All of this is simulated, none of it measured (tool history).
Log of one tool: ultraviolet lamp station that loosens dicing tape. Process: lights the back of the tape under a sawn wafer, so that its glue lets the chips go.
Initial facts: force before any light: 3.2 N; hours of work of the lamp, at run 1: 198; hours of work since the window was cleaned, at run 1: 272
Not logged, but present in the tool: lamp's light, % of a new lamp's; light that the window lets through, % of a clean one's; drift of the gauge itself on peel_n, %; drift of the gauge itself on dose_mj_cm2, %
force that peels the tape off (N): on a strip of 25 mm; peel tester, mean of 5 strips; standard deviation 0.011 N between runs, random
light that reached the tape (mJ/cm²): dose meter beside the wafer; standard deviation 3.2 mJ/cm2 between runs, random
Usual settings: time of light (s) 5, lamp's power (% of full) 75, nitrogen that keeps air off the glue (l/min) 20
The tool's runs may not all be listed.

run,hour,time of light (s),lamp's power (% of full),nitrogen that keeps air off the glue (l/min),hours of work of the lamp,hours of work since the window was cleaned,force that peels the tape off (N),light that reached the tape (mJ/cm²)
1,0,5,75,20,198,272,0.539,446
2,8.7,5,75,20,204,278,0.543,449
3,18,5,75,20,210,284,0.538,448
4,31.1,2,75,20,219,293,1.474,178
5,38.4,2,75,20,224,298,1.519,176
6,51.9,2,75,20,233,307,1.564,177
7,62.8,2,75,20,240,314,1.49,177
8,70.1,2,75,20,245,319,1.502,176
9,76.8,2,75,20,249,323,1.514,179
10,87.1,2,75,20,256,330,1.502,175
# hour 88.6: window cleaned of glue's vapour
11,101.5,2,75,20,265,9,1.514,173
12,112.9,2,75,20,273,16,1.552,173
13,121.1,2,75,20,278,22,1.538,173
14,133.1,4,75,20,286,29,0.781,345
# hour 142.9: window cleaned of glue's vapour, once more
15,142.9,5,75,14,292,0,0.556,460
16,156.1,4,97,9,301,9,0.626,474
17,163.5,4,78,9,306,14,0.825,382
18,175.3,4,78,9,314,22,0.884,384
19,184,9,60,7,320,27,0.431,653
20,197.5,9,60,7,329,36,0.437,656

What does the tool deliver on the next run?
21,210.4,6,75,10,337,45,?,?

{"run 21": {"force that peels the tape off (N)": 0.504, "light that reached the tape (mJ/cm²)": 547}}
Without the tool's hidden state the same run would have given force that peels the tape off (N) 0.45, light that reached the tape (mJ/cm²) 589.

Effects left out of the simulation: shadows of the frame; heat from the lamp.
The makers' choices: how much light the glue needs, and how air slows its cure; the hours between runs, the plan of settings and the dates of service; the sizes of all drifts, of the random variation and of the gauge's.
